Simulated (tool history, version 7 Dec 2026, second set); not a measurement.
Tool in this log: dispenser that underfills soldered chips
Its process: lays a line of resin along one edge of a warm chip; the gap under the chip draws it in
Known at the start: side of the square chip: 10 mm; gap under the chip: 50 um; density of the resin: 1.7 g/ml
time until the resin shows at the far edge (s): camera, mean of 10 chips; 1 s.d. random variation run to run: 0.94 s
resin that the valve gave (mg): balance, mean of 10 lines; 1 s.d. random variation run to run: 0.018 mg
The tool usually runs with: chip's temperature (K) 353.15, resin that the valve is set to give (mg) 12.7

| run | hour | chip's temperature (K) | resin that the valve is set to give (mg) | time until the resin shows at the far edge (s) | resin that the valve gave (mg) |
|---|---|---|---|---|---|
| 1 | 0 | 353.15 | 12.7 | 166.7 | 12.48 |
|  | 2 | new syringe of resin |
| 2 | 8.6 | 353.15 | 15.9 | 124.7 | 15.52 |
|  | 13.9 | dispensing valve cleaned and set on the balance |
| 3 | 15 | 353.15 | 15.9 | 178.8 | 15.93 |
|  | 16.4 | new syringe of resin |
| 4 | 26.5 | 353.15 | 15.9 | 159.6 | 15.83 |
|  | 29.1 | new syringe of resin |
| 5 | 37.9 | 351.15 | 12.7 | 155.8 | 12.61 |
|  | 42 | new syringe of resin |
| 6 | 45.9 | 353.15 | 12.9 | 108.6 | 12.72 |
| 7 | 52.6 | 353.15 | 12.9 | 163.5 | 12.7 |
|  | 55.2 | new syringe of resin |
| 8 | 62.4 | 353.15 | 12.9 | 134.5 | 12.6 |
|  | 68 | new syringe of resin |
| 9 | 71.3 | 353.15 | 12.9 | 103.5 | 12.58 |
|  | 73.6 | dispensing valve cleaned and set on the balance |
| 10 | 80.3 | 353.15 | 13.7 | 170.9 | 13.66 |
|  | 82.2 | new syringe of resin |
| 11 | 89.9 | 353.15 | 13.7 | 136.1 | 13.58 |
|  | 95.1 | new syringe of resin |
| 12 | 97.4 | 367.15 | 12.4 | 55 | 12.27 |
|  | 107.9 | new syringe of resin |
| 13 | 109.8 | 340.15 | 14.8 | 160.6 | 14.58 |
| 14 | 115.1 | 340.15 | 14.8 | 222.2 | 14.54 |
|  | 120.9 | new syringe of resin |
| 15 | 126.5 | 341.15 | 13.8 | 192.1 | 13.51 |
|  | 133.1 | dispensing valve cleaned and set on the balance |
| 16 | 133.3 | 365.15 | 15.4 | 100.8 | 15.39 |

Run by run, hidden condition taken away, random variation retained:
Hidden state at play: resin's viscosity, % of fresh resin's; dose that the valve gives, % of what is set; true chip temperature over the reading, C; drift of the gauge itself on fill_s, %; drift of the gauge itself on given_mg, %.
| run | time until the resin shows at the far edge (s) | resin that the valve gave (mg) |
|---|---|---|
| 1 | 88 | 12.71 |
| 2 | 86.2 | 15.87 |
| 3 | 87.1 | 15.92 |
| 4 | 87.8 | 15.9 |
| 5 | 95.6 | 12.73 |
| 6 | 91.1 | 12.89 |
| 7 | 88.3 | 12.9 |
| 8 | 90.2 | 12.86 |
| 9 | 89.7 | 12.88 |
| 10 | 88.6 | 13.7 |
| 11 | 88.3 | 13.68 |
| 12 | 51 | 12.4 |
| 13 | 155.2 | 14.81 |
| 14 | 152.8 | 14.8 |
| 15 | 148.5 | 13.82 |
| 16 | 53.1 | 15.4 |
